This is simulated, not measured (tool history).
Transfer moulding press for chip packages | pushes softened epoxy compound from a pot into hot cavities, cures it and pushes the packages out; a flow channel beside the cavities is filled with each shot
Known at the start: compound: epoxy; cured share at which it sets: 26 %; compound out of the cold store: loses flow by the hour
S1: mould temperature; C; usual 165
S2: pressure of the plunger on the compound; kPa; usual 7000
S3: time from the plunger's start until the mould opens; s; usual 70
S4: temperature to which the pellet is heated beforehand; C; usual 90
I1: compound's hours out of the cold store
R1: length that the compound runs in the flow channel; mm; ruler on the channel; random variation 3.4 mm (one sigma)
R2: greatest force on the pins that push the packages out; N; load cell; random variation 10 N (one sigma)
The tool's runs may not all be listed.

Run 1, hour 0: usual settings; I1 25.5. Result: R1 716 mm, R2 472 N.
At hour 11.1: cavities cleaned with cleaning compound and waxed.
At hour 60.9: cavities cleaned with cleaning compound and waxed.
At hour 67.7: plunger's sealing rings changed.
Run 2, hour 81.9: usual settings; I1 30.4. Result: R1 701 mm, R2 475 N.
At hour 111.9: cavities cleaned with cleaning compound and waxed.
At hour 159.9: cavities cleaned with cleaning compound and waxed.
Run 3, hour 159.9: usual settings but S3 51 s; I1 27.1. Result: R1 714 mm, R2 1058 N.
At hour 208.3: cavities cleaned with cleaning compound and waxed.
Run 4, hour 214.9: usual settings; I1 9.2. Result: R1 778 mm, R2 480 N.
At hour 234.8: plunger's sealing rings changed.
At hour 258.8: cavities cleaned with cleaning compound and waxed.
Run 5, hour 269.5: usual settings; I1 46.5. Result: R1 649 mm, R2 452 N.
At hour 306.9: cavities cleaned with cleaning compound and waxed.
Run 6, hour 341.2: usual settings; I1 21.5. Result: R1 729 mm, R2 488 N.
At hour 354.9: cavities cleaned with cleaning compound and waxed.
At hour 399.3: plunger's sealing rings changed.
At hour 405.2: cavities cleaned with cleaning compound and waxed.
Run 7, hour 405.2: usual settings but S4 96 C; I1 17.9. Result: R1 752 mm, R2 473 N.
At hour 455.4: cavities cleaned with cleaning compound and waxed.
Run 8, hour 481.1: usual settings but S4 96 C; I1 40. Result: R1 669 mm, R2 437 N.
At hour 503.9: cavities cleaned with cleaning compound and waxed.
Run 9, hour 544.4: usual settings but S4 94 C; I1 18.6. Result: R1 745 mm, R2 478 N.
At hour 552.9: cavities cleaned with cleaning compound and waxed.
At hour 561.3: mould's thermocouples calibrated.
At hour 568.8: plunger's sealing rings changed.
Run 10, hour 591.9: usual settings but S4 94 C; I1 19.1. Result: R1 736 mm, R2 469 N.
At hour 610.3: cavities cleaned with cleaning compound and waxed.
Run 11, hour 654.8: usual settings but S1 158 C; I1 11.9. Result: R1 794 mm, R2 871 N.
At hour 664.6: cavities cleaned with cleaning compound and waxed.
At hour 714.6: cavities cleaned with cleaning compound and waxed.
At hour 733.5: plunger's sealing rings changed.
Run 12, hour 750: usual settings but S1 158 C, S4 91 C; I1 14. Result: R1 779 mm, R2 911 N.

Forecast run 13:
At hour 767.5: cavities cleaned with cleaning compound and waxed.
At hour 817.7: cavities cleaned with cleaning compound and waxed.
Run 13, hour 832.4: usual settings but S1 162 C, S2 6230 kPa, S3 106 s, S4 88 C; I1 45.9. Result: R1 ?, R2 ?.

{"run 13": {"R1": 614, "R2": 307}}
Without the tool's hidden state the same run would have given R1 614 mm, R2 306 N.
